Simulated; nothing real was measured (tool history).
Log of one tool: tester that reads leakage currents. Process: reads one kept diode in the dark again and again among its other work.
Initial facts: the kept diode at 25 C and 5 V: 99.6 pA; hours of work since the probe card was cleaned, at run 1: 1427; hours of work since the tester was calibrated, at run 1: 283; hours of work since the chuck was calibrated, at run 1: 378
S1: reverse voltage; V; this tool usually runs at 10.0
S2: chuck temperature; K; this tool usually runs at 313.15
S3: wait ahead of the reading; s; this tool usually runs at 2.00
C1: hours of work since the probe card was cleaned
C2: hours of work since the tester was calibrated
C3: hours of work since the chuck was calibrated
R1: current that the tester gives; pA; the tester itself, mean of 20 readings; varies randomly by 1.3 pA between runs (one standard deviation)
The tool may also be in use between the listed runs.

{"run": 1, "day": 0.0, "S1": 10.0, "S2": 313.15, "S3": 2.0, "C1": 1427, "C2": 283, "C3": 378, "R1": 414.43}
{"run": 2, "day": 2.296, "S1": 10.0, "S2": 313.15, "S3": 2.0, "C1": 1463, "C2": 319, "C3": 414, "R1": 411.95}
{"run": 3, "day": 4.512, "S1": 10.0, "S2": 313.15, "S3": 2.0, "C1": 1498, "C2": 354, "C3": 449, "R1": 407.09}
{"run": 4, "day": 7.342, "S1": 10.0, "S2": 305.15, "S3": 2.0, "C1": 1542, "C2": 398, "C3": 493, "R1": 222.68}
{"run": 5, "day": 10.883, "S1": 10.0, "S2": 313.15, "S3": 2.0, "C1": 1598, "C2": 453, "C3": 549, "R1": 401.67}
{"run": 6, "day": 14.562, "S1": 10.0, "S2": 313.15, "S3": 2.0, "C1": 1655, "C2": 511, "C3": 606, "R1": 398.31}
{"run": 7, "day": 18.633, "S1": 2.0, "S2": 313.15, "S3": 2.0, "C1": 1719, "C2": 575, "C3": 670, "R1": 192.4}
{"run": 8, "day": 21.517, "S1": 2.0, "S2": 313.15, "S3": 2.0, "C1": 1764, "C2": 620, "C3": 715, "R1": 190.43}
{"run": 9, "day": 23.388, "S1": 10.0, "S2": 313.15, "S3": 2.0, "C1": 1793, "C2": 649, "C3": 744, "R1": 389.86}
{"run": 10, "day": 27.95, "S1": 10.0, "S2": 313.15, "S3": 2.0, "C1": 1865, "C2": 721, "C3": 816, "R1": 385.25}
{"run": 11, "day": 29.983, "S1": 10.0, "S2": 313.15, "S3": 3.89, "C1": 1897, "C2": 752, "C3": 848, "R1": 381.66}
{"day": 30.671, "done": "chuck's temperature calibrated"}
{"run": 12, "day": 32.3, "S1": 10.0, "S2": 313.15, "S3": 3.89, "C1": 1932, "C2": 787, "C3": 25, "R1": 448.45}
{"run": 13, "day": 34.988, "S1": 10.0, "S2": 313.15, "S3": 2.0, "C1": 1974, "C2": 829, "C3": 68, "R1": 448.46}
{"day": 38.704, "done": "probe card cleaned and baked"}
{"run": 14, "day": 39.371, "S1": 10.0, "S2": 313.15, "S3": 2.0, "C1": 10, "C2": 896, "C3": 134, "R1": 448.47}
{"run": 15, "day": 43.192, "S1": 10.0, "S2": 313.15, "S3": 2.0, "C1": 70, "C2": 956, "C3": 194, "R1": 445.08}
{"run": 16, "day": 47.042, "S1": 10.0, "S2": 313.15, "S3": 2.0, "C1": 131, "C2": 1016, "C3": 254, "R1": 440.5}
{"run": 17, "day": 50.108, "S1": 10.0, "S2": 313.15, "S3": 2.0, "C1": 179, "C2": 1064, "C3": 302, "R1": 436.33}
{"day": 51.079, "done": "probe card cleaned and baked, once more"}
{"run": 18, "day": 53.971, "S1": 10.0, "S2": 313.15, "S3": 5.29, "C1": 45, "C2": 1123, "C3": 361, "R1": 417.37}
{"run": 19, "day": 58.025, "S1": 10.0, "S2": 313.15, "S3": 5.29, "C1": 109, "C2": 1186, "C3": 424, "R1": 411.13}
{"run": 20, "day": 60.208, "S1": 10.0, "S2": 313.15, "S3": 5.29, "C1": 143, "C2": 1220, "C3": 458, "R1": 410.09}
{"run": 21, "day": 64.467, "S1": 2.6, "S2": 295.15, "S3": 0.36, "C1": 210, "C2": 1287, "C3": 525, "R1": 56.13}
{"run": 22, "day": 68.558, "S1": 10.0, "S2": 313.15, "S3": 6.71, "C1": 274, "C2": 1351, "C3": 589, "R1": 402.56}
{"run": 23, "day": 71.838, "S1": 13.7, "S2": 313.15, "S3": 1.84, "C1": 325, "C2": 1402, "C3": 640, "R1": 457.57}
{"run": 24, "day": 73.804, "S1": 10.0, "S2": 307.15, "S3": 0.5, "C1": 356, "C2": 1433, "C3": 671, "R1": 255.57}
{"run": 25, "day": 75.688, "S1": 10.0, "S2": 307.15, "S3": 3.41, "C1": 385, "C2": 1463, "C3": 701, "R1": 249.98}
{"run": 26, "day": 79.271, "S1": 3.4, "S2": 301.15, "S3": 1.9, "C1": 441, "C2": 1519, "C3": 757, "R1": 95.71}
{"run": 27, "day": 82.171, "S1": 1.4, "S2": 313.15, "S3": 1.08, "C1": 487, "C2": 1564, "C3": 802, "R1": 166.31}
{"run": 28, "day": 85.3, "S1": 1.4, "S2": 313.15, "S3": 1.08, "C1": 536, "C2": 1613, "C3": 851, "R1": 164.04}
{"day": 85.775, "done": "chuck's temperature calibrated"}
{"run": 29, "day": 89.942, "S1": 11.2, "S2": 295.15, "S3": 2.78, "C1": 607, "C2": 1684, "C3": 65, "R1": 114.11}
{"run": 30, "day": 93.317, "S1": 2.0, "S2": 303.15, "S3": 0.9, "C1": 660, "C2": 1737, "C3": 118, "R1": 100.0}
{"run": 31, "day": 95.508, "S1": 12.8, "S2": 313.15, "S3": 1.48, "C1": 694, "C2": 1772, "C3": 152, "R1": 482.2}
{"run": 32, "day": 99.8, "S1": 9.7, "S2": 303.15, "S3": 0.89, "C1": 761, "C2": 1839, "C3": 220, "R1": 201.01}
{"run": 33, "day": 103.617, "S1": 4.4, "S2": 297.15, "S3": 2.52, "C1": 821, "C2": 1899, "C3": 279, "R1": 84.8}
{"run": 34, "day": 107.675, "S1": 4.4, "S2": 297.15, "S3": 2.52, "C1": 885, "C2": 1962, "C3": 343, "R1": 84.49}
{"run": 35, "day": 111.1, "S1": 4.4, "S2": 297.15, "S3": 2.52, "C1": 938, "C2": 2016, "C3": 396, "R1": 82.7}
{"run": 36, "day": 113.229, "S1": 10.0, "S2": 331.15, "S3": 1.98, "C1": 972, "C2": 2049, "C3": 430, "R1": 1476.03}
{"run": 37, "day": 115.346, "S1": 3.8, "S2": 298.15, "S3": 1.81, "C1": 1005, "C2": 2082, "C3": 463, "R1": 83.81}
{"run": 38, "day": 118.025, "S1": 1.2, "S2": 300.15, "S3": 0.9, "C1": 1047, "C2": 2124, "C3": 505, "R1": 58.76}
{"run": 39, "day": 119.883, "S1": 6.8, "S2": 313.15, "S3": 0.3, "C1": 1076, "C2": 2153, "C3": 534, "R1": 352.42}

4 options for the next run, each taken on its own from the tool as it stands now. Forecast them:
{"run": "A", "day": 122.642, "S1": 7.4, "S2": 313.15, "S3": 3.04, "C1": 1119, "C2": 2196, "C3": 577, "R1": "?"}
{"run": "B", "day": 122.642, "S1": 6.8, "S2": 313.15, "S3": 3.12, "C1": 1119, "C2": 2196, "C3": 577, "R1": "?"}
{"run": "C", "day": 122.642, "S1": 10.0, "S2": 313.15, "S3": 0.45, "C1": 1119, "C2": 2196, "C3": 577, "R1": "?"}
{"run": "D", "day": 122.642, "S1": 12.3, "S2": 294.15, "S3": 0.32, "C1": 1119, "C2": 2196, "C3": 577, "R1": "?"}

run=A R1=356.31
run=B R1=341.25
run=C R1=413.11
run=D R1=115.40
Without the tool's unlogged condition, the same runs would have read:
run=A R1=387.51
run=B R1=371.34
run=C R1=447.54
run=D R1=118.89

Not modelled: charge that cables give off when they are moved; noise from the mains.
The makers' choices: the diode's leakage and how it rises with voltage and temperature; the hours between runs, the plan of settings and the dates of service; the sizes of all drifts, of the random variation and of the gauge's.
